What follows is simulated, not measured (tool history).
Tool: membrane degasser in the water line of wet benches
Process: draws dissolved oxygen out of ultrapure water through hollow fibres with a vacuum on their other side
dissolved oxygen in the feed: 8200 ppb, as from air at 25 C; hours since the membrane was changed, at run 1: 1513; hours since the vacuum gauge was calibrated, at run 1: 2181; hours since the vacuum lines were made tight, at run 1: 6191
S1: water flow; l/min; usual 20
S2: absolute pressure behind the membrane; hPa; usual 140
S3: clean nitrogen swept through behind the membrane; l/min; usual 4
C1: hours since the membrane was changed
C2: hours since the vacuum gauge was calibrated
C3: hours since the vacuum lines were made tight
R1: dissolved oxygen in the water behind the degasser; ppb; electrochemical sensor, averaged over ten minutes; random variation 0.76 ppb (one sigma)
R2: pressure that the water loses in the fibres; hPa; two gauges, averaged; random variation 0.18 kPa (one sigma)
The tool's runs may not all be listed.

Run 1, hour 0: usual settings; C1 1513; C2 2181; C3 6191. Result: R1 138 ppb, R2 316.5 hPa.
Run 2, hour 45.8: usual settings; C1 1558; C2 2227; C3 6237. Result: R1 137.1 ppb, R2 314.5 hPa.
Run 3, hour 87.9: usual settings; C1 1601; C2 2269; C3 6279. Result: R1 138.2 ppb, R2 315.1 hPa.
Run 4, hour 144.8: usual settings but S2 91 hPa; C1 1657; C2 2326; C3 6336. Result: R1 78.8 ppb, R2 315.8 hPa.
Run 5, hour 213.3: usual settings; C1 1726; C2 2394; C3 6404. Result: R1 138.3 ppb, R2 309.3 hPa.
Run 6, hour 258.9: usual settings; C1 1772; C2 2440; C3 6450. Result: R1 136.7 ppb, R2 317.1 hPa.
Run 7, hour 307.3: usual settings but S2 160 hPa; C1 1820; C2 2488; C3 6498. Result: R1 159.6 ppb, R2 312.3 hPa.
Run 8, hour 376.8: usual settings but S2 160 hPa; C1 1890; C2 2558; C3 6568. Result: R1 161.9 ppb, R2 313.2 hPa.
Run 9, hour 420.6: usual settings; C1 1933; C2 2602; C3 6612. Result: R1 137.8 ppb, R2 310.4 hPa.
Run 10, hour 469.8: usual settings; C1 1982; C2 2651; C3 6661. Result: R1 137.4 ppb, R2 314.6 hPa.
Run 11, hour 516.7: usual settings; C1 2029; C2 2698; C3 6708. Result: R1 139 ppb, R2 318.7 hPa.
Run 12, hour 588.5: usual settings; C1 2101; C2 2769; C3 6780. Result: R1 137.6 ppb, R2 314.7 hPa.
Run 13, hour 649.6: usual settings; C1 2162; C2 2831; C3 6841. Result: R1 136.8 ppb, R2 315.6 hPa.
Run 14, hour 718.9: usual settings but S3 2.33 l/min; C1 2232; C2 2900; C3 6910. Result: R1 228 ppb, R2 312.8 hPa.
Run 15, hour 762.9: usual settings but S1 28 l/min; C1 2276; C2 2944; C3 6954. Result: R1 217 ppb, R2 441.5 hPa.
Run 16, hour 796.7: usual settings but S1 28 l/min; C1 2309; C2 2978; C3 6988. Result: R1 216.3 ppb, R2 438.4 hPa.
At hour 826.1: vacuum gauge calibrated.
Run 17, hour 856.9: usual settings but S2 141 hPa, S3 5.57 l/min; C1 2369; C2 31; C3 7048. Result: R1 102.3 ppb, R2 317 hPa.
Run 18, hour 902.9: usual settings but S1 17 l/min, S2 261 hPa, S3 4.44 l/min; C1 2415; C2 77; C3 7094. Result: R1 214.1 ppb, R2 267.5 hPa.
Run 19, hour 974.2: usual settings but S1 16 l/min, S2 187 hPa; C1 2486; C2 148; C3 7165. Result: R1 153.5 ppb, R2 254.1 hPa.
Run 20, hour 1049.3: usual settings but S2 254 hPa, S3 8.15 l/min; C1 2561; C2 223; C3 7240. Result: R1 140.4 ppb, R2 314.3 hPa.
Run 21, hour 1091.5: usual settings but S1 16 l/min, S2 122 hPa, S3 8.15 l/min; C1 2604; C2 265; C3 7282. Result: R1 45.8 ppb, R2 254 hPa.
Run 22, hour 1169.7: usual settings but S1 16 l/min, S2 122 hPa, S3 8.15 l/min; C1 2682; C2 344; C3 7360. Result: R1 45.8 ppb, R2 253 hPa.
Run 23, hour 1227: usual settings but S1 16 l/min, S2 122 hPa, S3 8.15 l/min; C1 2739; C2 401; C3 7418. Result: R1 46.7 ppb, R2 253.4 hPa.
Run 24, hour 1272: usual settings but S1 26 l/min, S2 163 hPa, S3 2.71 l/min; C1 2784; C2 446; C3 7463. Result: R1 312.3 ppb, R2 411.1 hPa.
Run 25, hour 1316.1: usual settings but S1 17 l/min, S2 226 hPa; C1 2828; C2 490; C3 7507. Result: R1 202 ppb, R2 271.2 hPa.
Run 26, hour 1372.3: usual settings but S1 19 l/min, S2 152 hPa; C1 2885; C2 546; C3 7563. Result: R1 143.7 ppb, R2 300.2 hPa.
Run 27, hour 1453.5: usual settings but S2 84 hPa; C1 2966; C2 627; C3 7644. Result: R1 69.7 ppb, R2 315.5 hPa.
Run 28, hour 1524.3: usual settings but S1 13 l/min, S2 84 hPa, S3 9.11 l/min; C1 3036; C2 698; C3 7715. Result: R1 19.4 ppb, R2 204.1 hPa.
Run 29, hour 1595.8: usual settings but S1 13 l/min, S2 84 hPa, S3 9.11 l/min; C1 3108; C2 770; C3 7786. Result: R1 19.5 ppb, R2 203.5 hPa.
Run 30, hour 1668.1: usual settings but S1 17 l/min, S2 340 hPa, S3 8.08 l/min; C1 3180; C2 842; C3 7859. Result: R1 161.9 ppb, R2 268.1 hPa.
Run 31, hour 1721.2: usual settings but S1 21 l/min, S3 5.39 l/min; C1 3233; C2 895; C3 7912. Result: R1 112.1 ppb, R2 332.2 hPa.
Run 32, hour 1794: usual settings but S1 12 l/min, S3 2.26 l/min; C1 3306; C2 968; C3 7985. Result: R1 140.1 ppb, R2 191 hPa.

4 ways to go on from here, each from the tool as it stands after run 32. What would each give?
Run A, hour 1837.4: usual settings but S1 13 l/min, S3 3.32 l/min; C1 3350; C2 1011; C3 8028. Result: R1 ?, R2 ?.
Run B, hour 1837.4: usual settings but S1 30 l/min, S2 160 hPa, S3 3.72 l/min; C1 3350; C2 1011; C3 8028. Result: R1 ?, R2 ?.
Run C, hour 1837.4: usual settings but S1 15 l/min, S2 134 hPa, S3 3.65 l/min; C1 3350; C2 1011; C3 8028. Result: R1 ?, R2 ?.
Run D, hour 1837.4: usual settings but S1 15 l/min, S2 139 hPa, S3 3.36 l/min; C1 3350; C2 1011; C3 8028. Result: R1 ?, R2 ?.

run     R1     R2
  A  105.9  207.2
  B  290.1  477.9
  C  104.9  237.8
  D  120.2  235.9
Without the tool's hidden state the same runs would have given:
run     R1     R2
  A  103.3  204.6
  B  284.3  471.7
  C  102.5  234.7
  D  117.6  232.8

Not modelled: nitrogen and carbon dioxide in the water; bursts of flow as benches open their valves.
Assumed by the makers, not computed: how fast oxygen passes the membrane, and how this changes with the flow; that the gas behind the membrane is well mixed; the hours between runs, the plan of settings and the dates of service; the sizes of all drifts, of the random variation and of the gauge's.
